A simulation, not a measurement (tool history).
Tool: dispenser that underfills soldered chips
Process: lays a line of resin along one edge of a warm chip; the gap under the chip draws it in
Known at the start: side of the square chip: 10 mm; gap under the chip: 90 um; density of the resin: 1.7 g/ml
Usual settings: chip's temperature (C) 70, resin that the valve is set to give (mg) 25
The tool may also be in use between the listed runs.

run	hour	chip's temperature (C)	resin that the valve is set to give (mg)	time until the resin shows at the far edge (s)	resin that the valve gave (mg)
1	0	70	25	105.1	24.24
# hour 1.8: new syringe of resin
# hour 7: dispensing valve cleaned and set on the balance
2	8.3	70	25	60.9	24.87
3	16.2	70	25	98.4	24.79
# hour 19.2: new syringe of resin
4	27	70	25	70.4	24.65
# hour 34.9: new syringe of resin
5	40.1	69	25	61.5	24.61
# hour 50.7: new syringe of resin
6	50.7	69	25	44.5	24.52
7	64.8	69	25	105.8	24.49
# hour 66.3: new syringe of resin
8	72.9	69	25	66.7	24.36
# hour 82: new syringe of resin
9	87.8	70	31.2	58.8	30.22
10	95	70	31.2	92	30.19
# hour 97.7: new syringe of resin
11	105.7	70	31.2	67.8	30.34
# hour 113.7: new syringe of resin
12	113.7	70	31.2	41.7	29.91
# hour 123.7: dispensing valve cleaned and set on the balance
13	125.9	70	30.1	82.2	29.88
# hour 130.2: new syringe of resin
14	135.8	70	30.1	58.8	29.75
15	144.1	70	31.2	95.9	31.22
# hour 145.9: new syringe of resin
16	156.1	70	25	76.3	24.61
# hour 162.4: new syringe of resin
17	173	70	25	77.4	24.62
# hour 178.1: new syringe of resin
18	183.1	60	24.9	92	24.3
# hour 194.3: new syringe of resin
19	194.7	78	23.6	30.7	23.06
20	205.1	57	23.6	155.4	22.98
# hour 210.8: new syringe of resin
21	220.3	77	25	53.5	24.15
# hour 227.2: new syringe of resin
# hour 235.6: stage's temperature calibrated
22	237.6	64	28.7	111.8	27.73
# hour 241.9: dispensing valve cleaned and set on the balance
# hour 245.2: new syringe of resin
23	246.9	85	25	28.3	24.91
24	255.4	59	24.6	162.9	24.55
# hour 260.6: new syringe of resin
25	265.4	60	25	106	24.8
26	275.3	70	24.1	118.3	23.97
# hour 276.3: new syringe of resin
27	288.5	60	31.7	162.5	31.24
# hour 291.9: new syringe of resin
28	298.5	70	28.4	71.6	27.8
# hour 308.2: new syringe of resin
29	308.2	70	28.4	48.7	27.74
30	319.4	70	28.4	93.8	27.35
# hour 323.7: new syringe of resin
31	329.8	70	28.4	70.6	27.43

Run 32 comes next. What will it give?
# hour 340: new syringe of resin
32	344.6	64	25	?	?

{"run 32": {"time until the resin shows at the far edge (s)": 86.2, "resin that the valve gave (mg)": 24.12}}
Without the tool's hidden state the same run would have given time until the resin shows at the far edge (s) 66.8, resin that the valve gave (mg) 24.93.

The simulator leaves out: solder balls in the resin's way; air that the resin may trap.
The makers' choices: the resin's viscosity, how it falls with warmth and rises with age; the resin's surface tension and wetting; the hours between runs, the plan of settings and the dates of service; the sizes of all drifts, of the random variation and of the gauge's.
